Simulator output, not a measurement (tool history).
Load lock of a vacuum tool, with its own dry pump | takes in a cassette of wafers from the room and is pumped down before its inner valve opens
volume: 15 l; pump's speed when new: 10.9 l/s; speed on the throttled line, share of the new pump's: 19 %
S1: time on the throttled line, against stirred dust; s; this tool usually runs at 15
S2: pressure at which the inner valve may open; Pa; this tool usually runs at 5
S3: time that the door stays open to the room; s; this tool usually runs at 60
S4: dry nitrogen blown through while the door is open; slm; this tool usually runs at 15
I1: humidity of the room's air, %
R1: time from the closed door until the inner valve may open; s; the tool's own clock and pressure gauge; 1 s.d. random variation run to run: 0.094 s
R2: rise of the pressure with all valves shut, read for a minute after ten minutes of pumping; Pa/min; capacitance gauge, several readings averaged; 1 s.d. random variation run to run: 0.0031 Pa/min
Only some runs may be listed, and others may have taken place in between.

| run | hour | S1 | S2 | S3 | S4 | I1 | R1 | R2 |
|---|---|---|---|---|---|---|---|---|
| 1 | 0.0 | 15 | 5 | 60 | 15 | 43.2 | 27.44 | 0.096 |
| 2 | 123.3 | 15 | 5 | 60 | 15 | 45.9 | 27.25 | 0.107 |
| 3 | 288.5 | 15 | 5 | 60 | 15 | 43.5 | 27.60 | 0.109 |
| 4 | 369.4 | 15 | 5 | 60 | 15 | 46.2 | 27.55 | 0.115 |
| 5 | 554.1 | 15 | 5 | 60 | 15 | 45.1 | 27.76 | 0.106 |
| 6 | 739.7 | 15 | 5 | 60 | 15 | 45.5 | 27.71 | 0.113 |
| 7 | 922.6 | 15 | 9 | 145 | 7 | 45.1 | 26.53 | 0.162 |
| 8 | 1070.5 | 15 | 6 | 39 | 15 | 45.7 | 27.07 | 0.113 |
| 9 | 1243.7 | 15 | 6 | 39 | 15 | 47.4 | 27.30 | 0.115 |
| 10 | 1337.4 | 11 | 5 | 60 | 15 | 47.0 | 24.46 | 0.119 |
| 11 | 1425.6 | 11 | 5 | 60 | 15 | 44.3 | 24.44 | 0.121 |
| 12 | 1590.6 | 15 | 6 | 30 | 15 | 42.6 | 27.35 | 0.110 |

How would selected steps in R1 from run to run divide? Give the signed amount a tool lacking its hidden state would still show from settings, what came in and random variation, and the signed amount left for the hidden state, including any gauge scatter that is not in both of the compared results.
The tool's hidden condition here consists of: pump's speed, % of a new pump's; leak at the door's seal, Pa l/s; drift of the gauge itself on ready_s, %; drift of the gauge itself on rise_pa_min, %.
Run 9 -> 10: S1 15 -> 11, S2 6 -> 5, S3 39 -> 60. R1 -2.84 s: hidden state +0.14, all else -2.98.
Run 11 -> 12: S1 11 -> 15, S2 5 -> 6, S3 60 -> 30. R1 +2.91 s: hidden state -0.14, all else +3.05.

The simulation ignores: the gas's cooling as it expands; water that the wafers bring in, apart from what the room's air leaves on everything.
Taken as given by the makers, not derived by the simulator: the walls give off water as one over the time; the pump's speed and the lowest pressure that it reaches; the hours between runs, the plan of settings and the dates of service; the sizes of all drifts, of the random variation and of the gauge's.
